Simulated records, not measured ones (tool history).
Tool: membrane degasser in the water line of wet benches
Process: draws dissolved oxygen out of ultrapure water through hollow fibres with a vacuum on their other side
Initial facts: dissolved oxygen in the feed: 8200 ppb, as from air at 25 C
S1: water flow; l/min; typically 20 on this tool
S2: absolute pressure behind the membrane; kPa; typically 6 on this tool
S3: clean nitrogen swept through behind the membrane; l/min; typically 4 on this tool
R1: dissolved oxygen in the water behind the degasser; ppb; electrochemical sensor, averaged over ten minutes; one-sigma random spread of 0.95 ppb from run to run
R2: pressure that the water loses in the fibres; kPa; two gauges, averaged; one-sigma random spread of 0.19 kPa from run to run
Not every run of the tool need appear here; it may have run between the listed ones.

run,hour,S1,S2,S3,R1,R2
1,0,20,6,4,97.9,40.18
2,196.3,20,6,4,99.2,40.16
3,305.2,20,6,4,99,40.38
4,405,14,6,4,40.5,28.11
5,526.7,14,3.68,4,20.9,28.33
6,735.3,20,6,4,98.9,40.43
7,898.5,20,6,11.51,78,40.51
8,1052.9,20,6,11.51,77.7,40.78
9,1216.4,20,7.04,4,110.9,40.76
10,1393.1,20,7.04,4,114,40.89
11,1514,20,7.04,4.31,112.7,40.98
12,1601.8,25,7.04,4.31,189.9,50.92
13,1750.9,20,6,4,103.8,41.12
14,1875.7,20,6,4,102.3,41.04
15,1974.3,20,6,4,101.8,41.17
16,2078.5,20,6,4,103.8,40.85
17,2283.5,20,6,4,100.2,41.19
18,2468.1,20,6,4,103.1,41.14
19,2640.6,17,6,5.95,59.5,34.46
20,2812.4,13,11.92,7.39,51.9,27.03
21,2991.5,23,9.3,7.26,154.7,47.23
22,3159.9,13,9.3,8.9,35.6,26.98
23,3315.1,13,9.3,8.9,35.7,27.15
24,3437.4,16,5.28,8.09,42.2,32.98
25,3534.3,16,3.6,8.09,33.7,32.97
26,3708.3,16,3.6,8.09,34.9,32.93
27,3795.7,16,3.6,8.09,33.8,33.16
28,3922.5,25,6,3.96,190.7,52.09
29,4102.2,25,6,3.96,192.7,51.9
30,4251.1,25,6,3.96,190.3,51.95
31,4457.7,25,6,3.96,192,51.95
32,4541.9,23,5.82,4,157.3,47.99
33,4698.9,23,5.82,4,152.5,47.65

Missing from the log above: 2 entries noted between runs. For each, name the pair of listed runs it sits between and say how the tool's hidden condition differs from the listed run just before to the listed run just after:
In the gap between runs 6 and 7: seals of the vacuum lines changed (hour 795.5)
  membrane still open, %: 97.2 -> 97.1; true pressure behind the membrane over the reading, kPa: 0.04 -> 0.05; air that leaks in behind the membrane, l/min: 0.0218 -> 0.0037
  measured value less the no-hidden-state value, R1: +9.8 -> +9.1 ppb; R2: +1.13 -> +1.18 kPa
In the gap between runs 16 and 17: vacuum gauge calibrated (hour 2170.6)
  membrane still open, %: 96.3 -> 96.1; true pressure behind the membrane over the reading, kPa: 0.11 -> 0; air that leaks in behind the membrane, l/min: 0.0067 -> 0.0071
  measured value less the no-hidden-state value, R1: +13.1 -> +12 ppb; R2: +1.54 -> +1.59 kPa
